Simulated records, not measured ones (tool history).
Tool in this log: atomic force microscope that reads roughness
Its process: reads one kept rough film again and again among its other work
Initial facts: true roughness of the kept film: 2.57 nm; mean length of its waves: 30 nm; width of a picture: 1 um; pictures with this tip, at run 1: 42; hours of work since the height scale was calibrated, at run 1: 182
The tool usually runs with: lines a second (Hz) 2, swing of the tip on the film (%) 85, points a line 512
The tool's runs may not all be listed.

run,hour,lines a second (Hz),swing of the tip on the film (%),points a line,pictures with this tip,hours of work since the height scale was calibrated,roughness of the kept film (nm (root mean square))
1,0,2,85,512,42,182,1.704
2,4.8,2,59,512,47,186,2.02
3,12.6,2,85,279,56,191,1.647
4,23.6,2,85,279,68,199,1.617
5,34.4,2,85,512,80,207,1.608
# hour 45.9: new tip fitted
6,45.9,2,85,512,0,215,1.79
7,55.5,2,85,512,11,222,1.755
8,63.6,2,85,411,19,228,1.734
9,71.8,2,85,411,29,234,1.714
10,82.5,2,85,512,40,242,1.691
11,88.4,2,85,512,47,246,1.677
12,96.4,2,85,512,56,252,1.666
13,108.3,2,85,512,69,260,1.628
14,119,2,85,512,81,268,1.591
15,123.9,2,76,512,86,272,1.708
# hour 129.7: new tip fitted
16,136.2,2,76,512,7,280,1.911
17,148.1,2,76,512,20,289,1.873
18,155.9,2,76,512,29,295,1.855
19,165.9,2,82,512,40,302,1.72
20,172.9,2,85,512,47,307,1.659
21,178.4,2,85,512,53,311,1.663
22,183.3,2,85,512,59,315,1.622
23,193.6,2,85,512,70,322,1.605
24,204.4,2,85,920,82,330,1.589
25,211.7,2,85,626,90,335,1.561
# hour 213.7: new tip fitted
26,221,0.97,59,665,8,342,2.191
27,231.3,1.54,73,759,19,349,1.991
28,239.4,1.54,73,759,28,355,1.968
29,245.2,1.54,73,759,34,359,1.953
30,251.9,1.54,73,759,42,364,1.921
31,262.7,1.54,73,334,54,372,1.875
32,267.9,2.31,59,570,60,376,1.936
33,276.8,1.57,72,646,69,382,1.851
34,288.1,1.31,73,512,82,390,1.837
35,293.6,2.75,64,776,88,394,1.795
# hour 297.7: new tip fitted
36,299.2,2.01,69,390,1,398,2.029
37,309,2.01,69,390,12,405,2.013
38,314,2,64,261,18,409,2.026
39,321.5,0.68,61,261,26,414,2.107
40,326.6,0.62,77,401,32,418,2.057
41,333.4,2.12,77,401,39,423,1.786
42,342.8,3.39,85,512,49,430,1.457
43,354.3,1.29,76,324,62,438,1.853
44,362.8,2,85,812,72,444,1.61
45,372.3,1.99,86,893,82,451,1.573
# hour 381.5: new tip fitted
46,381.7,0.71,72,874,0,458,2.176
47,390.6,0.65,72,471,10,464,2.151
48,399,1.35,57,977,19,470,2.131
49,410.6,1.35,57,977,32,479,2.09

Here are 4 independent what-if runs from the current tool condition. What would each one return?
A,417.3,3.58,86,881,39,483,?
B,417.3,1.01,81,284,39,483,?
C,417.3,0.52,57,977,39,483,?
D,417.3,1.35,73,683,39,483,?

run,roughness of the kept film (nm (root mean square))
A,1.428
B,1.912
C,2.13
D,1.963
What these runs would have given with no unlogged condition in the tool:
run,roughness of the kept film (nm (root mean square))
A,1.525
B,2.043
C,2.276
D,2.097
